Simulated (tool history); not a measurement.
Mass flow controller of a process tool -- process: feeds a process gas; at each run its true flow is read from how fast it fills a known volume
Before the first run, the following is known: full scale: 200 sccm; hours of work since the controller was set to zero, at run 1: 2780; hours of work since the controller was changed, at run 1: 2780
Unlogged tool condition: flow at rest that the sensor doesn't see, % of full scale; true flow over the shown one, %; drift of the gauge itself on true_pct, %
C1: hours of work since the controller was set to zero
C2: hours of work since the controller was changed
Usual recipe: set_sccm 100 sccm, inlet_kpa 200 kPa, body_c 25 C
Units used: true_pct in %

Run 1, day 0.000: usual settings; C1 2780; C2 2780. Result: true_pct 99.23 %.
Run 2, day 4.325: usual settings; C1 2835; C2 2835. Result: true_pct 99.33 %.
Run 3, day 9.042: usual settings; C1 2896; C2 2896. Result: true_pct 99.31 %.
Run 4, day 13.904: usual settings but set_sccm 43 sccm; C1 2959; C2 2959. Result: true_pct 98.99 %.
Run 5, day 16.758: usual settings but inlet_kpa 207 kPa; C1 2995; C2 2995. Result: true_pct 99.25 %.
Run 6, day 22.133: usual settings but set_sccm 62 sccm; C1 3064; C2 3064. Result: true_pct 99.16 %.
Run 7, day 24.650: usual settings but set_sccm 62 sccm; C1 3097; C2 3097. Result: true_pct 99.20 %.
Run 8, day 27.421: usual settings but set_sccm 62 sccm, inlet_kpa 184 kPa; C1 3133; C2 3133. Result: true_pct 99.37 %.
Run 9, day 32.038: usual settings but set_sccm 62 sccm, inlet_kpa 243 kPa; C1 3192; C2 3192. Result: true_pct 98.87 %.
Run 10, day 37.104: usual settings but set_sccm 22 sccm; C1 3257; C2 3257. Result: true_pct 98.92 %.
Run 11, day 41.329: usual settings but set_sccm 22 sccm; C1 3311; C2 3311. Result: true_pct 98.94 %.
Run 12, day 47.050: usual settings but set_sccm 22 sccm; C1 3385; C2 3385. Result: true_pct 99.02 %.
Run 13, day 49.771: usual settings; C1 3420; C2 3420. Result: true_pct 99.53 %.
Run 14, day 52.083: usual settings but body_c 24 C; C1 3450; C2 3450. Result: true_pct 99.60 %.
Run 15, day 57.012: usual settings but body_c 24 C; C1 3513; C2 3513. Result: true_pct 99.58 %.
Run 16, day 60.225: usual settings but body_c 24 C; C1 3554; C2 3554. Result: true_pct 99.68 %.
Run 17, day 64.079: usual settings but inlet_kpa 258 kPa; C1 3604; C2 3604. Result: true_pct 99.12 %.
Run 18, day 68.258: usual settings but inlet_kpa 258 kPa; C1 3658; C2 3658. Result: true_pct 99.29 %.
Run 19, day 70.900: usual settings but inlet_kpa 258 kPa; C1 3692; C2 3692. Result: true_pct 99.15 %.
Run 20, day 75.175: usual settings but inlet_kpa 258 kPa; C1 3747; C2 3747. Result: true_pct 99.27 %.
Run 21, day 77.633: usual settings but inlet_kpa 258 kPa; C1 3778; C2 3778. Result: true_pct 99.36 %.
Run 22, day 81.529: usual settings but body_c 36 C; C1 3829; C2 3829. Result: true_pct 98.76 %.
Run 23, day 87.079: usual settings but body_c 36 C; C1 3900; C2 3900. Result: true_pct 98.88 %.
Run 24, day 89.708: usual settings but inlet_kpa 172 kPa, body_c 36 C; C1 3934; C2 3934. Result: true_pct 99.03 %.
Run 25, day 92.196: usual settings; C1 3966; C2 3966. Result: true_pct 99.75 %.
Run 26, day 96.362: usual settings; C1 4019; C2 4019. Result: true_pct 99.74 %.
Run 27, day 101.488: usual settings but set_sccm 156 sccm; C1 4085; C2 4085. Result: true_pct 100.03 %.
Run 28, day 105.600: usual settings but set_sccm 156 sccm, inlet_kpa 149 kPa, body_c 36 C; C1 4138; C2 4138. Result: true_pct 99.68 %.
Run 29, day 108.946: usual settings but set_sccm 156 sccm, inlet_kpa 149 kPa, body_c 36 C; C1 4181; C2 4181. Result: true_pct 99.58 %.
Run 30, day 112.442: usual settings but set_sccm 42 sccm, inlet_kpa 243 kPa, body_c 27 C; C1 4226; C2 4226. Result: true_pct 98.99 %.
Run 31, day 117.938: usual settings but set_sccm 42 sccm, inlet_kpa 243 kPa, body_c 27 C; C1 4297; C2 4297. Result: true_pct 99.03 %.
Run 32, day 121.212: usual settings but set_sccm 94 sccm, body_c 30 C; C1 4339; C2 4339. Result: true_pct 99.48 %.
Run 33, day 125.692: usual settings but set_sccm 35 sccm; C1 4397; C2 4397. Result: true_pct 99.41 %.
Run 34, day 131.150: usual settings but set_sccm 49 sccm, body_c 29 C; C1 4467; C2 4467. Result: true_pct 99.17 %.
Run 35, day 134.117: usual settings but set_sccm 49 sccm, body_c 29 C; C1 4505; C2 4505. Result: true_pct 99.18 %.
At day 136.733: gauge calibrated.
Run 36, day 137.150: usual settings but inlet_kpa 154 kPa, body_c 31 C; C1 4544; C2 4544. Result: true_pct 99.17 %.
Run 37, day 142.608: usual settings but set_sccm 75 sccm, inlet_kpa 154 kPa, body_c 35 C; C1 4614; C2 4614. Result: true_pct 98.73 %.
Run 38, day 146.142: usual settings but set_sccm 148 sccm, inlet_kpa 213 kPa; C1 4660; C2 4660. Result: true_pct 99.68 %.
Run 39, day 151.467: usual settings but set_sccm 148 sccm, inlet_kpa 230 kPa; C1 4728; C2 4728. Result: true_pct 99.60 %.
Run 40, day 153.779: usual settings but set_sccm 148 sccm, inlet_kpa 230 kPa; C1 4758; C2 4758. Result: true_pct 99.50 %.
Run 41, day 156.312: usual settings but set_sccm 64 sccm, inlet_kpa 234 kPa, body_c 40 C; C1 4790; C2 4790. Result: true_pct 97.76 %.
Run 42, day 159.729: usual settings but set_sccm 36 sccm, body_c 34 C; C1 4834; C2 4834. Result: true_pct 98.35 %.
Run 43, day 162.283: usual settings but set_sccm 189 sccm, inlet_kpa 181 kPa, body_c 34 C; C1 4867; C2 4867. Result: true_pct 99.36 %.
Run 44, day 165.392: usual settings but set_sccm 51 sccm, inlet_kpa 181 kPa, body_c 32 C; C1 4907; C2 4907. Result: true_pct 98.59 %.
Run 45, day 171.112: usual settings but set_sccm 25 sccm, inlet_kpa 255 kPa, body_c 37 C; C1 4981; C2 4981. Result: true_pct 97.57 %.
Run 46, day 175.688: usual settings but set_sccm 25 sccm, inlet_kpa 255 kPa, body_c 37 C; C1 5040; C2 5040. Result: true_pct 97.62 %.
Run 47, day 180.383: usual settings but set_sccm 160 sccm, inlet_kpa 255 kPa, body_c 37 C; C1 5100; C2 5100. Result: true_pct 98.45 %.
Run 48, day 184.067: usual settings but set_sccm 160 sccm, inlet_kpa 255 kPa, body_c 36 C; C1 5147; C2 5147. Result: true_pct 98.61 %.
Run 49, day 187.400: usual settings but set_sccm 160 sccm, inlet_kpa 142 kPa, body_c 36 C; C1 5190; C2 5190. Result: true_pct 99.33 %.

Consider 3 possible next runs. They are alternatives, not a sequence: every one starts from the tool as it was left by run 49. What does each give?
Run A, day 190.058: usual settings but set_sccm 101 sccm, inlet_kpa 182 kPa, body_c 22 C; C1 5224; C2 5224. Result: true_pct ?.
Run B, day 190.058: usual settings but set_sccm 21 sccm, inlet_kpa 253 kPa; C1 5224; C2 5224. Result: true_pct ?.
Run C, day 190.058: usual settings but set_sccm 60 sccm, inlet_kpa 211 kPa, body_c 36 C; C1 5224; C2 5224. Result: true_pct ?.

run  true_pct
  A     99.85
  B     98.61
  C     98.38
Stripped of hidden state, with their random variation kept, the same runs would have yielded:
run  true_pct
  A     99.61
  B     98.39
  C     98.14
